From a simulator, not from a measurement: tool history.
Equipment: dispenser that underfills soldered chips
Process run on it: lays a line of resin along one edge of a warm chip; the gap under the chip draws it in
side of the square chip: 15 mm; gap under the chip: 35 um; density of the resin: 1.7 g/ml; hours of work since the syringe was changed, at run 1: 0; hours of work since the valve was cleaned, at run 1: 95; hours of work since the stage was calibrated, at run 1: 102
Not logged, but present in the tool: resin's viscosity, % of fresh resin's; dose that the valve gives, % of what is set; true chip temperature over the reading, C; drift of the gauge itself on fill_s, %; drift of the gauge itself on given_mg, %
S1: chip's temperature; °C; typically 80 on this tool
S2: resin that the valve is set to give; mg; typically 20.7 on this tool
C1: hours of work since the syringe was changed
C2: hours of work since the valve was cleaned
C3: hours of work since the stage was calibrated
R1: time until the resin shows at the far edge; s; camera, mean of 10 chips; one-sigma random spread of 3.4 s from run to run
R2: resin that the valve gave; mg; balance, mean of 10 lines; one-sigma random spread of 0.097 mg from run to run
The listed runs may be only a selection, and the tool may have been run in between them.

run 1 hour=0.0 | S1=80 S2=20.7 | C1=0 C2=95 C3=102 | R1=348.6 R2=19.93
run 2 hour=2.0 | S1=80 S2=20.7 | C1=1 C2=96 C3=103 | R1=371.6 R2=19.79
run 3 hour=6.6 | S1=80 S2=20.7 | C1=4 C2=99 C3=106 | R1=431.8 R2=19.86
run 4 hour=9.5 | S1=80 S2=20.7 | C1=6 C2=101 C3=108 | R1=478.8 R2=19.98
run 5 hour=12.2 | S1=80 S2=20.7 | C1=8 C2=103 C3=110 | R1=530.9 R2=19.78
run 6 hour=16.9 | S1=80 S2=20.3 | C1=11 C2=106 C3=113 | R1=620.0 R2=19.29
-- hour=18.2 new syringe of resin
run 7 hour=21.8 | S1=80 S2=20.3 | C1=2 C2=109 C3=116 | R1=390.4 R2=19.24
run 8 hour=24.7 | S1=80 S2=20.3 | C1=4 C2=111 C3=118 | R1=442.2 R2=19.31
run 9 hour=27.3 | S1=80 S2=20.7 | C1=6 C2=112 C3=119 | R1=477.6 R2=19.81
run 10 hour=30.6 | S1=80 S2=20.7 | C1=8 C2=114 C3=122 | R1=540.5 R2=19.72
run 11 hour=34.2 | S1=69 S2=20.7 | C1=10 C2=117 C3=124 | R1=1042.6 R2=19.83
-- hour=36.7 new syringe of resin
run 12 hour=38.1 | S1=69 S2=20.7 | C1=1 C2=119 C3=126 | R1=635.9 R2=19.67
run 13 hour=42.1 | S1=90 S2=26.6 | C1=3 C2=122 C3=129 | R1=255.5 R2=25.09
run 14 hour=46.8 | S1=90 S2=26.6 | C1=7 C2=125 C3=132 | R1=298.1 R2=25.26
run 15 hour=49.3 | S1=69 S2=23.3 | C1=8 C2=126 C3=134 | R1=919.0 R2=22.00
run 16 hour=53.4 | S1=91 S2=18.3 | C1=11 C2=129 C3=136 | R1=380.0 R2=17.36
-- hour=55.1 new syringe of resin
run 17 hour=56.2 | S1=91 S2=18.3 | C1=1 C2=131 C3=138 | R1=219.2 R2=17.27
run 18 hour=58.2 | S1=91 S2=26.2 | C1=2 C2=132 C3=139 | R1=224.6 R2=24.83
run 19 hour=60.6 | S1=91 S2=26.2 | C1=4 C2=134 C3=141 | R1=244.9 R2=24.76
run 20 hour=63.1 | S1=65 S2=21.7 | C1=5 C2=135 C3=142 | R1=974.1 R2=20.44
run 21 hour=67.2 | S1=81 S2=25.5 | C1=8 C2=138 C3=145 | R1=485.6 R2=23.86
run 22 hour=70.3 | S1=70 S2=21.4 | C1=10 C2=140 C3=147 | R1=954.3 R2=20.07

What if the next run were any one of these 3? Each begins from the tool's condition after run 22:
-- hour=73.6 new syringe of resin
run A hour=74.9 | S1=94 S2=18.9 | C1=1 C2=143 C3=150 | R1=? R2=?
-- hour=73.6 new syringe of resin
run B hour=74.9 | S1=86 S2=20.3 | C1=1 C2=143 C3=150 | R1=? R2=?
-- hour=73.6 new syringe of resin
run C hour=74.9 | S1=79 S2=25.9 | C1=1 C2=143 C3=150 | R1=? R2=?

run=A R1=199.7 R2=17.89
run=B R1=290.3 R2=19.07
run=C R1=379.7 R2=24.46
Without the tool's hidden state the same runs would have given:
run=A R1=181.6 R2=19.03
run=B R1=264.6 R2=20.28
run=C R1=348.5 R2=26.02
